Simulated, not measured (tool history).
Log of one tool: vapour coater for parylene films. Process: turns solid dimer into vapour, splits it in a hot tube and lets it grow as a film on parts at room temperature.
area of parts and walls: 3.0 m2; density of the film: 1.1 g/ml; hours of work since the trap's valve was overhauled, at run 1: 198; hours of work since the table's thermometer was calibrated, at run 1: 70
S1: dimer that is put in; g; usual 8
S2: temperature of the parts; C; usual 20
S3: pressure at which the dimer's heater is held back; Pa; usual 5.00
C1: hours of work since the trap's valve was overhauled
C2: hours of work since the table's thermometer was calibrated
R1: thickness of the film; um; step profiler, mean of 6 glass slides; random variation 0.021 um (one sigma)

run	day	S1	S2	S3	C1	C2	R1
1	0.000	8	20	5.00	198	70	1.81
2	0.708	8	20	5.00	209	81	1.80
3	2.125	8	20	5.00	230	103	1.82
4	2.842	8	20	5.00	241	113	1.79
5	3.521	8	20	5.00	252	124	1.78
6	4.267	8	20	5.00	263	135	1.77
7	5.321	8	20	5.00	279	151	1.75
8	6.242	8	20	5.00	293	165	1.77
9	7.304	8	20	5.00	309	181	1.78
10	8.521	8	20	5.00	327	199	1.75
11	9.171	8	20	5.00	337	209	1.78
12	10.188	8	20	5.00	352	224	1.75
13	11.025	8	20	5.00	365	237	1.71
14	11.996	8	20	5.00	380	252	1.70
# day 12.783: trap's valve overhauled
15	13.596	8	20	5.00	12	274	1.90
16	14.975	8	20	5.00	33	294	1.92
17	16.425	8	20	5.00	55	316	1.88
18	17.883	8	20	5.00	77	338	1.90
19	18.917	8	18	5.00	93	354	1.96
20	19.942	7	22	2.16	108	369	1.68
21	20.692	7	22	2.16	120	381	1.69
22	22.242	5	13	3.02	143	404	1.43
23	23.000	5	13	11.31	155	416	1.28
24	23.996	5	14	3.63	170	431	1.34
25	25.546	8	25	10.93	193	454	1.48
26	26.575	4	14	7.38	209	470	1.01
27	27.717	14	30	2.54	226	487	2.67

Forecast run 28:
28	29.225	14	30	2.54	249	510	?

{"run 28": {"R1": 2.64}}
Without the tool's hidden state the same run would have given R1 2.83 um.

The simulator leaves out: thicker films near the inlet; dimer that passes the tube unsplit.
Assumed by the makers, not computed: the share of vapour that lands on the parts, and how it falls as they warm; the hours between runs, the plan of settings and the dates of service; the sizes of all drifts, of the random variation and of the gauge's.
